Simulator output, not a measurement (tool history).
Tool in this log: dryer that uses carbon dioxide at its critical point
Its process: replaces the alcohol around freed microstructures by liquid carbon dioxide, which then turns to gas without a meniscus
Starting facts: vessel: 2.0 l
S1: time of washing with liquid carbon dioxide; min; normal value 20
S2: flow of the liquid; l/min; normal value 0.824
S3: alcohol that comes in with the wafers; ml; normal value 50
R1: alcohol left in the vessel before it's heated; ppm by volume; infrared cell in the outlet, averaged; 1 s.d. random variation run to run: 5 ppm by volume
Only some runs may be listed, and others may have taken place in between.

run  hour  S1     S2  S3   R1
  1     0  20  0.824  50   73
  2   7.3  20  0.728  50  119
  3  14.4  20  0.824  49   66
  4  20.4  20  0.824  50   72
  5  31.2  20  0.824  50   77
  6  43.9  26   0.54  96  258
  7  49.5  26   0.54  96  261
  8  59.9  20  0.708  57  161
  9  70.7  23  0.709  72   96
 10  82.3  23  0.709  72   99

Below are 4 alternative next runs, each starting from the tool's condition after run 10. Predict each:
  A  90.2  30  1.248  83   ?
  B  90.2  13  0.494  81   ?
  C  90.2  16  0.709  72   ?
  D  90.2  20  0.778  50   ?

run    R1
  A    33
  B  3665
  C   526
  D   103
The same runs, with their run-to-run variation unchanged, on a tool lacking any hidden condition would have given:
run    R1
  A    10
  B  2619
  C   279
  D    40

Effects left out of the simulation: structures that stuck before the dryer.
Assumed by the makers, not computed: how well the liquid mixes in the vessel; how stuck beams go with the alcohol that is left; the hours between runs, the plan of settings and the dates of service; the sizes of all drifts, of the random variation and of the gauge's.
